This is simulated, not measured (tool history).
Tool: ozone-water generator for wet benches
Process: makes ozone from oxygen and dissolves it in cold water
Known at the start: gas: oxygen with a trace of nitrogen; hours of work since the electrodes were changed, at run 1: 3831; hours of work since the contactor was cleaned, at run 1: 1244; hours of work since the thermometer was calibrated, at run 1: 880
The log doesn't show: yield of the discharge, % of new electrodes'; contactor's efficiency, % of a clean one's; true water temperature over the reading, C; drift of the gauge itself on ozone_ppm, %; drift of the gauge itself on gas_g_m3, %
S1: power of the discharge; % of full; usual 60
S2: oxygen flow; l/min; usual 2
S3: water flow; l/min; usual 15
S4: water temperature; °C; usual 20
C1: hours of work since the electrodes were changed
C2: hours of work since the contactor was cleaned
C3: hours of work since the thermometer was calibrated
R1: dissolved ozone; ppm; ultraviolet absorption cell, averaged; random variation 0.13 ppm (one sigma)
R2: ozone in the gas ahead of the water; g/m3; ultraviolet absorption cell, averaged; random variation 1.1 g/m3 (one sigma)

run    hour  S1    S2  S3  S4    C1    C2    C3    R1     R2
  1       0  60     2  15  20  3831  1244   880  12.6  191.7
  2   164.2  60     2  15  20  3956  1369  1005  12.7  191.3
  3   343.5  93     2  15  20  4092  1505  1141  15.8  236.7
  4   437.7  93     2  15  20  4164  1577  1213  15.9  240.1
  5   656.6  93     2  15  20  4330  1743  1379  15.8  239.1
  6     774  60     2  15  16  4419  1833  1468  13.4    190
  7   908.4  60     2  15  16  4521  1935  1570  13.1  192.1
  8  1129.1  60  1.74  15  20  4689  2102  1738    12  201.6
  9  1333.5  60     2  15  27  4844  2258  1893  11.7  190.5
 10  1524.8  60     2  23  20  4990  2403  2039     8  193.4
 11  1739.2  60     2  23  20  5153  2566  2202     8  193.4
 12  1873.8  60     2  23  20  5255  2668  2304   8.1  194.9
 13  2042.4  60     2  23  20  5383  2796  2432   8.4  193.4
 14  2189.9  60     2  15  17  5495  2908  2544  13.1  192.6
 15  2349.7  86     2  15  17  5617  3030  2666  15.6  230.3
 16  2560.4  86     2  15  17  5777  3190  2826  15.6  233.7
     2649.1  -- contactor cleaned
 17  2780.3  45     2  11  20  5941   100  2990  14.5  168.3
 18  2954.8  47     2  18  20  6073   232  3122   9.4  170.3
 19  3098.3  48     2  18  20  6182   341  3232   9.5  172.9
     3280.7  -- water thermometer calibrated
 20  3322.6  48     2  15  20  6353   511    32  11.3  174.1
 21    3498  48     2  15  20  6486   645   165  11.4  174.5
 22  3653.9  48     2  15  18  6604   763   284  11.5  172.3
 23  3747.8  48     2  15  18  6676   834   355  11.4  174.3
 24  3950.3  76  1.13  13  20  6830   988   509    13  270.6
 25  4103.2  60  2.28  15  18  6946  1105   625  13.5  186.4
 26  4282.7  64  1.21  13  13  7082  1241   761  13.1  240.9
       4330  -- gauge calibrated
 27  4442.4  66  1.51  24  20  7203  1362   883   7.2  220.8
 28  4615.8  66  1.51  24  20  7335  1494  1015   7.2  220.4
 29  4787.3  44     2  15  20  7466  1624  1145  10.9  162.2
 30  4913.3  44     2  15  20  7561  1720  1241  10.7  163.5
 31  5015.4  60  2.02  15  23  7639  1798  1318  12.5  191.5
 32  5128.4  59  2.97  15  20  7725  1884  1404  14.1  166.2

4 ways to go on from here, each from the tool as it stands after run 32. What would each give?
  A  5314.8  60     2  15  24  7866  2025  1546   ?   ?
  B  5314.8  43     2  15  20  7866  2025  1546   ?   ?
  C  5314.8  60     2  15  18  7866  2025  1546   ?   ?
  D  5314.8  57  1.57  15  20  7866  2025  1546   ?   ?

run    R1     R2
  A  12.3  189.2
  B  10.7  162.9
  C  12.9    193
  D  11.2  202.6
Without the tool's hidden state the same runs would have given:
run    R1     R2
  A  12.4  188.3
  B  10.7  162.1
  C  12.9  192.1
  D  11.2  201.7

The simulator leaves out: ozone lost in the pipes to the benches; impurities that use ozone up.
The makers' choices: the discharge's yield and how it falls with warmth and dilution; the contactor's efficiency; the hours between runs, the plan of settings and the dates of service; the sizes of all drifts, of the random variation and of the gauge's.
